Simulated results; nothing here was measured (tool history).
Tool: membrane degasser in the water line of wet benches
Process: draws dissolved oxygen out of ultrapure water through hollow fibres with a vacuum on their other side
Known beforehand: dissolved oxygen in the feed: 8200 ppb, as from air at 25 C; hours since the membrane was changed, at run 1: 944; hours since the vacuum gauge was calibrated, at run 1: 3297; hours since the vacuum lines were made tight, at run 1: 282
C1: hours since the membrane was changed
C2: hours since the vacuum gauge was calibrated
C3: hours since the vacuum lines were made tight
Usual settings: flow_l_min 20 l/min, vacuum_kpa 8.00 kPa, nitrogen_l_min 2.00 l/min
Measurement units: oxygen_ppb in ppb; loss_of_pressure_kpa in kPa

Run 1, hour 0.0: usual settings; C1 944; C2 3297; C3 282. Result: oxygen_ppb 120.2 ppb, loss_of_pressure_kpa 52.71 kPa.
Run 2, hour 175.8: usual settings; C1 1119; C2 3473; C3 458. Result: oxygen_ppb 119.0 ppb, loss_of_pressure_kpa 52.56 kPa.
Run 3, hour 412.5: usual settings but vacuum_kpa 7.44 kPa; C1 1356; C2 3710; C3 695. Result: oxygen_ppb 105.9 ppb, loss_of_pressure_kpa 52.52 kPa.
Run 4, hour 593.1: usual settings but vacuum_kpa 7.44 kPa; C1 1537; C2 3890; C3 876. Result: oxygen_ppb 107.4 ppb, loss_of_pressure_kpa 53.01 kPa.
Run 5, hour 718.1: usual settings but vacuum_kpa 7.44 kPa; C1 1662; C2 4015; C3 1001. Result: oxygen_ppb 107.2 ppb, loss_of_pressure_kpa 52.44 kPa.
Run 6, hour 949.5: usual settings but vacuum_kpa 7.44 kPa; C1 1893; C2 4247; C3 1232. Result: oxygen_ppb 107.5 ppb, loss_of_pressure_kpa 52.89 kPa.
Run 7, hour 1169.4: usual settings but vacuum_kpa 7.44 kPa; C1 2113; C2 4467; C3 1452. Result: oxygen_ppb 106.7 ppb, loss_of_pressure_kpa 52.64 kPa.
Run 8, hour 1407.2: usual settings but nitrogen_l_min 3.55 l/min; C1 2351; C2 4704; C3 1690. Result: oxygen_ppb 71.1 ppb, loss_of_pressure_kpa 52.80 kPa.
Run 9, hour 1543.9: usual settings but nitrogen_l_min 3.55 l/min; C1 2488; C2 4841; C3 1826. Result: oxygen_ppb 71.7 ppb, loss_of_pressure_kpa 53.24 kPa.
Run 10, hour 1642.5: usual settings but nitrogen_l_min 3.55 l/min; C1 2586; C2 4940; C3 1925. Result: oxygen_ppb 72.0 ppb, loss_of_pressure_kpa 53.04 kPa.
Run 11, hour 1817.5: usual settings but nitrogen_l_min 3.55 l/min; C1 2761; C2 5115; C3 2100. Result: oxygen_ppb 72.1 ppb, loss_of_pressure_kpa 53.00 kPa.
Run 12, hour 2038.5: usual settings but nitrogen_l_min 3.55 l/min; C1 2982; C2 5336; C3 2321. Result: oxygen_ppb 71.8 ppb, loss_of_pressure_kpa 53.17 kPa.
Run 13, hour 2185.5: usual settings but nitrogen_l_min 3.55 l/min; C1 3129; C2 5483; C3 2468. Result: oxygen_ppb 72.3 ppb, loss_of_pressure_kpa 52.86 kPa.
At hour 2201.7: vacuum gauge calibrated.
Run 14, hour 2414.8: usual settings; C1 3358; C2 213; C3 2697. Result: oxygen_ppb 122.0 ppb, loss_of_pressure_kpa 53.00 kPa.
Run 15, hour 2607.6: usual settings; C1 3551; C2 406; C3 2890. Result: oxygen_ppb 122.3 ppb, loss_of_pressure_kpa 53.11 kPa.
Run 16, hour 2755.6: usual settings but vacuum_kpa 6.94 kPa; C1 3699; C2 554; C3 3038. Result: oxygen_ppb 99.4 ppb, loss_of_pressure_kpa 52.56 kPa.
Run 17, hour 2927.1: usual settings but vacuum_kpa 6.94 kPa; C1 3870; C2 725; C3 3209. Result: oxygen_ppb 98.6 ppb, loss_of_pressure_kpa 52.96 kPa.
Run 18, hour 3069.1: usual settings but vacuum_kpa 18.58 kPa, nitrogen_l_min 1.78 l/min; C1 4012; C2 867; C3 3351. Result: oxygen_ppb 400.5 ppb, loss_of_pressure_kpa 53.15 kPa.
Run 19, hour 3172.9: usual settings but flow_l_min 17 l/min, vacuum_kpa 6.54 kPa; C1 4116; C2 971; C3 3455. Result: oxygen_ppb 76.2 ppb, loss_of_pressure_kpa 45.15 kPa.
Run 20, hour 3325.3: usual settings but flow_l_min 17 l/min, vacuum_kpa 6.54 kPa; C1 4268; C2 1124; C3 3607. Result: oxygen_ppb 76.7 ppb, loss_of_pressure_kpa 45.71 kPa.
Run 21, hour 3496.9: usual settings but flow_l_min 17 l/min, vacuum_kpa 6.54 kPa; C1 4440; C2 1295; C3 3779. Result: oxygen_ppb 77.7 ppb, loss_of_pressure_kpa 45.35 kPa.
At hour 3588.6: vacuum gauge calibrated, once more.
Run 22, hour 3648.6: usual settings but flow_l_min 12 l/min, vacuum_kpa 11.94 kPa; C1 4591; C2 60; C3 3930. Result: oxygen_ppb 130.4 ppb, loss_of_pressure_kpa 31.84 kPa.
Run 23, hour 3782.6: usual settings but flow_l_min 14 l/min, vacuum_kpa 12.51 kPa; C1 4725; C2 194; C3 4064. Result: oxygen_ppb 159.8 ppb, loss_of_pressure_kpa 37.48 kPa.
Run 24, hour 3901.6: usual settings but flow_l_min 24 l/min, vacuum_kpa 6.42 kPa; C1 4844; C2 313; C3 4183. Result: oxygen_ppb 96.9 ppb, loss_of_pressure_kpa 63.70 kPa.
Run 25, hour 4089.2: usual settings but flow_l_min 24 l/min, vacuum_kpa 6.42 kPa; C1 5032; C2 501; C3 4371. Result: oxygen_ppb 97.7 ppb, loss_of_pressure_kpa 64.14 kPa.
Run 26, hour 4186.7: usual settings but flow_l_min 13 l/min, vacuum_kpa 18.00 kPa; C1 5129; C2 598; C3 4468. Result: oxygen_ppb 237.7 ppb, loss_of_pressure_kpa 34.68 kPa.
Run 27, hour 4294.6: usual settings but flow_l_min 30 l/min, vacuum_kpa 16.98 kPa, nitrogen_l_min 0.93 l/min; C1 5237; C2 706; C3 4576. Result: oxygen_ppb 856.7 ppb, loss_of_pressure_kpa 79.96 kPa.
Run 28, hour 4472.0: usual settings but flow_l_min 30 l/min, vacuum_kpa 5.01 kPa, nitrogen_l_min 1.19 l/min; C1 5415; C2 883; C3 4753. Result: oxygen_ppb 113.0 ppb, loss_of_pressure_kpa 80.51 kPa.
At hour 4616.4: seals of the vacuum lines changed.
Run 29, hour 4695.2: usual settings but flow_l_min 13 l/min; C1 5636; C2 1105; C3 79. Result: oxygen_ppb 76.7 ppb, loss_of_pressure_kpa 34.85 kPa.
Run 30, hour 4837.7: usual settings but flow_l_min 18 l/min, nitrogen_l_min 2.17 l/min; C1 5778; C2 1247; C3 221. Result: oxygen_ppb 98.6 ppb, loss_of_pressure_kpa 48.31 kPa.
Run 31, hour 4992.4: usual settings but flow_l_min 19 l/min; C1 5933; C2 1402; C3 376. Result: oxygen_ppb 110.2 ppb, loss_of_pressure_kpa 51.00 kPa.
Run 32, hour 5141.9: usual settings but vacuum_kpa 5.24 kPa; C1 6083; C2 1551; C3 526. Result: oxygen_ppb 53.2 ppb, loss_of_pressure_kpa 53.79 kPa.

Describe how what the log doesn't record of the tool's condition differs between the last listed run preceding each entry between runs and the first listed run following it.
Run 13 -> run 14: vacuum gauge calibrated (hour 2201.7)
  membrane still open, %: 98.9 -> 98.8; true pressure behind the membrane over the reading, kPa: 0.21 -> 0.28; air that leaks in behind the membrane, l/min: 0.0127 -> 0.0136
  the result without the hidden state subtracted from the measured one, oxygen_ppb: +4.1 -> +8.4 ppb; loss_of_pressure_kpa: +0.59 -> +0.64 kPa
Run 21 -> run 22: vacuum gauge calibrated, once more (hour 3588.6)
  membrane still open, %: 98.4 -> 98.3; true pressure behind the membrane over the reading, kPa: 0.33 -> 0; air that leaks in behind the membrane, l/min: 0.018 -> 0.0186
  the result without the hidden state subtracted from the measured one, oxygen_ppb: +8.5 -> +4.7 ppb; loss_of_pressure_kpa: +0.72 -> +0.52 kPa
Run 28 -> run 29: seals of the vacuum lines changed (hour 4616.4)
  membrane still open, %: 98.1 -> 98; true pressure behind the membrane over the reading, kPa: 0.03 -> 0.04; air that leaks in behind the membrane, l/min: 0.0219 -> 0.0032
  the result without the hidden state subtracted from the measured one, oxygen_ppb: +3.7 -> +0.8 ppb; loss_of_pressure_kpa: +1.57 -> +0.70 kPa

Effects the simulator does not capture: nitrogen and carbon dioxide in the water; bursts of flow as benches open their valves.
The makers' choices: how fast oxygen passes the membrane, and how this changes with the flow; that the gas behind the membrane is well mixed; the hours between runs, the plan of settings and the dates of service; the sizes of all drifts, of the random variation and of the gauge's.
